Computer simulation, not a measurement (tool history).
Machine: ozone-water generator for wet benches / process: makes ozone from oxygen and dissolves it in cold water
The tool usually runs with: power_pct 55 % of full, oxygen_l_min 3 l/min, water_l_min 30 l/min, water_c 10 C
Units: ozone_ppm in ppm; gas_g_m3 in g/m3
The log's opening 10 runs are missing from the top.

run,hour,power_pct,oxygen_l_min,water_l_min,water_c,hours of work since the electrodes were changed,hours of work since the contactor was cleaned,hours of work since the thermometer was calibrated,ozone_ppm,gas_g_m3
11,1574.4,95,3,29,10,3138,1175,1375,16.4,241.6
12,1747.7,95,3,29,10,3286,1323,1522,16.5,241.6
13,1882.3,55,3,30,10,3401,1438,1637,11.9,183.5
14,1994,55,3,30,10,3496,1533,1732,11.9,185.9
15,2154.6,55,3,30,10,3633,1670,1869,12,186.5
# hour 2341.9: gauge calibrated
16,2356.4,55,3,30,10,3805,1842,2041,11.8,179.5
17,2512.1,55,3,27,10,3937,1974,2174,13.2,179.5
18,2645.3,55,3,27,10,4051,2088,2287,13.2,179.8
19,2777.8,55,3,27,10,4164,2201,2400,13.4,180.8
20,2911.1,55,3,27,10,4277,2314,2514,13.4,178.6
21,3107.3,89,3,27,6,4444,2481,2681,17.4,233.8
22,3271.9,89,1.95,30,6,4585,2622,2821,14.6,310.2
23,3461.7,89,1.95,46,6,4746,2783,2983,8.5,308.8
24,3663.2,96,4.6,46,7,4918,2955,3155,10.6,180.5
25,3776.4,55,1.89,30,10,5015,3052,3251,11.3,247.6
26,3940.7,55,1.89,30,9,5155,3192,3391,11,248.5
27,4143.8,53,1.51,37,9,5328,3365,3564,8.1,283.8
28,4263.4,53,1.51,37,9,5430,3467,3666,8.1,287.3
29,4416.7,53,2.9,42,14,5560,3597,3797,7.9,182.9
30,4613.6,65,2.9,26,12,5728,3765,3964,15,206.9
31,4711.4,65,3,30,10,5811,3848,4048,13.1,201.2
# hour 4726: water thermometer calibrated
32,4812.7,92,2.25,30,10,5897,3934,74,15.1,290.6
33,4931.1,55,4.77,32,10,5998,4035,175,11.5,135.6
34,5045.7,56,2.01,24,10,6096,4133,272,14.3,248

Each row is a separate what-if for the run after 34, all from the same tool condition, not one after another. Results?
A,5154.1,56,1.75,24,6,6188,4225,365,?,?
B,5154.1,56,3.68,24,10,6188,4225,365,?,?
C,5154.1,55,3,30,13,6188,4225,365,?,?

run,ozone_ppm,gas_g_m3
A,14.2,267.8
B,15.4,162.6
C,11.8,185.3
With no hidden state in the tool, these same runs would have given:
run,ozone_ppm,gas_g_m3
A,14.2,259.2
B,15.4,157.4
C,11.8,179.3
